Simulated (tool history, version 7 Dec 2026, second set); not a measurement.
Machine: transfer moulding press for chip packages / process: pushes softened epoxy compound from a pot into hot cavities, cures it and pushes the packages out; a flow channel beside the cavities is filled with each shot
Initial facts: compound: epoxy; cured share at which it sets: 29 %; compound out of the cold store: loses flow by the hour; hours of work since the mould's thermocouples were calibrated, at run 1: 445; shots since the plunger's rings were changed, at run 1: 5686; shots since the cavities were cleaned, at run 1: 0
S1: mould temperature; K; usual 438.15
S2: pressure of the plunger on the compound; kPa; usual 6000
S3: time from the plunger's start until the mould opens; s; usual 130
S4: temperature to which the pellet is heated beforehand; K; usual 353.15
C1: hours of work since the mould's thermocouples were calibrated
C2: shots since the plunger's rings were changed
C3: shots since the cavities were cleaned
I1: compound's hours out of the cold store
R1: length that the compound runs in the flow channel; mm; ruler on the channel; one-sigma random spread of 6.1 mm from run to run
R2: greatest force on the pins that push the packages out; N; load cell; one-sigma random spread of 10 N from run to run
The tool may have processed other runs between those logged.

Run 1, hour 0: usual settings; C1 445; C2 5686; C3 0; I1 24.6. Result: R1 604 mm, R2 484 N.
Run 2, hour 18.7: usual settings; C1 454; C2 5822; C3 136; I1 16.6. Result: R1 620 mm, R2 576 N.
Run 3, hour 30.9: usual settings; C1 459; C2 5910; C3 224; I1 36.4. Result: R1 566 mm, R2 598 N.
Run 4, hour 41.2: usual settings but S2 6810 kPa; C1 464; C2 5984; C3 298; I1 29.2. Result: R1 615 mm, R2 644 N.
At hour 53: plunger's sealing rings changed.
Run 5, hour 62.2: usual settings but S2 6810 kPa; C1 473; C2 66; C3 432; I1 26.7. Result: R1 690 mm, R2 685 N.
Run 6, hour 83.1: usual settings but S3 120 s; C1 483; C2 217; C3 583; I1 13. Result: R1 709 mm, R2 860 N.
Run 7, hour 96.9: usual settings but S1 431.15 K, S2 5990 kPa, S3 146 s, S4 345.15 K; C1 490; C2 317; C3 683; I1 37.6. Result: R1 624 mm, R2 962 N.
Run 8, hour 112.2: usual settings but S1 431.15 K, S2 5990 kPa, S3 146 s, S4 345.15 K; C1 497; C2 428; C3 794; I1 25.5. Result: R1 678 mm, R2 998 N.
At hour 121.5: cavities cleaned with cleaning compound and waxed.
Run 9, hour 124.6: usual settings but S1 432.15 K, S2 6080 kPa, S4 361.15 K; C1 502; C2 506; C3 22; I1 45.9. Result: R1 604 mm, R2 630 N.
Run 10, hour 144.5: usual settings but S1 439.15 K, S2 7250 kPa, S3 145 s, S4 360.15 K; C1 512; C2 651; C3 167; I1 19.6. Result: R1 729 mm, R2 543 N.
Run 11, hour 161.5: usual settings but S1 439.15 K, S2 7250 kPa, S3 145 s, S4 360.15 K; C1 520; C2 773; C3 289; I1 40.5. Result: R1 652 mm, R2 621 N.
Run 12, hour 172: usual settings but S4 350.15 K; C1 525; C2 849; C3 365; I1 37.1. Result: R1 608 mm, R2 688 N.

Here are 3 independent what-if runs from the current tool condition. What would each one return?
Run A, hour 186.5: usual settings but S2 6930 kPa, S4 350.15 K; C1 532; C2 954; C3 470; I1 13.7. Result: R1 ?, R2 ?.
Run B, hour 186.5: usual settings but S1 431.15 K, S4 350.15 K; C1 532; C2 954; C3 470; I1 43.7. Result: R1 ?, R2 ?.
Run C, hour 186.5: usual settings but S2 7100 kPa, S3 163 s, S4 345.15 K; C1 532; C2 954; C3 470; I1 43.8. Result: R1 ?, R2 ?.

run   R1    R2
  A  736   719
  B  606  1080
  C  628   674
Stripped of hidden state, with their random variation kept, the same runs would have yielded:
run   R1   R2
  A  754  467
  B  621  715
  C  643  430
